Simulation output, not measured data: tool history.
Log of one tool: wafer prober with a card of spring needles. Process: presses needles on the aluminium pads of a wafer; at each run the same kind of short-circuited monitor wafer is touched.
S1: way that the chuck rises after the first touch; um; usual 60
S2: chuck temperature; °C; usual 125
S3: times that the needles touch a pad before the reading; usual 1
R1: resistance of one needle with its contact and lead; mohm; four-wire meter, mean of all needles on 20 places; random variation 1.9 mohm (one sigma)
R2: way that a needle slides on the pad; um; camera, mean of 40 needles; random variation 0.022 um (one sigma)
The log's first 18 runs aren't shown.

run	day	S1	S2	S3	R1	R2
19	6.379	42	40	1	754	7.5
# day 6.529: tips cleaned on abrasive film
20	6.779	47	116	1	593	8.42
# day 6.917: tips cleaned on abrasive film
21	7.042	50	116	1	457	8.97
# day 7.321: tips cleaned on abrasive film
22	7.492	48	29	2	418	8.6
# day 7.717: tips cleaned on abrasive film
23	7.992	43	125	1	716	7.6
# day 8.117: tips cleaned on abrasive film
# day 8.5: tips cleaned on abrasive film
24	8.517	42	125	1	295	7.47
25	8.85	42	125	1	823	7.46
# day 8.888: tips cleaned on abrasive film
# day 9.292: tips cleaned on abrasive film
26	9.333	46	125	1	316	8.17
27	9.583	46	125	1	648	8.16
# day 9.675: tips cleaned on abrasive film
# day 10.079: tips cleaned on abrasive film
28	10.112	53	98	1	279	9.39
# day 10.479: tips cleaned on abrasive film
29	10.608	50	104	2	369	8.84
# day 10.888: tips cleaned on abrasive film
30	10.958	43	83	2	363	7.55
# day 11.275: tips cleaned on abrasive film
31	11.462	43	83	2	479	7.54
# day 11.658: tips cleaned on abrasive film
32	12.029	80	26	2	314	14.44
# day 12.058: tips cleaned on abrasive film
# day 12.45: tips cleaned on abrasive film
33	12.525	80	26	2	229	14.35

Forecast each of these 3 alternatives for the next run:
# day 12.85: tips cleaned on abrasive film
A	12.904	44	125	1	?	?
# day 12.85: tips cleaned on abrasive film
B	12.904	76	40	2	?	?
# day 12.85: tips cleaned on abrasive film
C	12.904	79	95	2	?	?

run	R1	R2
A	402	7.7
B	229	13.61
C	234	14.15
Without the tool's hidden state the same runs would have given:
run	R1	R2
A	212	8.16
B	184	14.07
C	196	14.61

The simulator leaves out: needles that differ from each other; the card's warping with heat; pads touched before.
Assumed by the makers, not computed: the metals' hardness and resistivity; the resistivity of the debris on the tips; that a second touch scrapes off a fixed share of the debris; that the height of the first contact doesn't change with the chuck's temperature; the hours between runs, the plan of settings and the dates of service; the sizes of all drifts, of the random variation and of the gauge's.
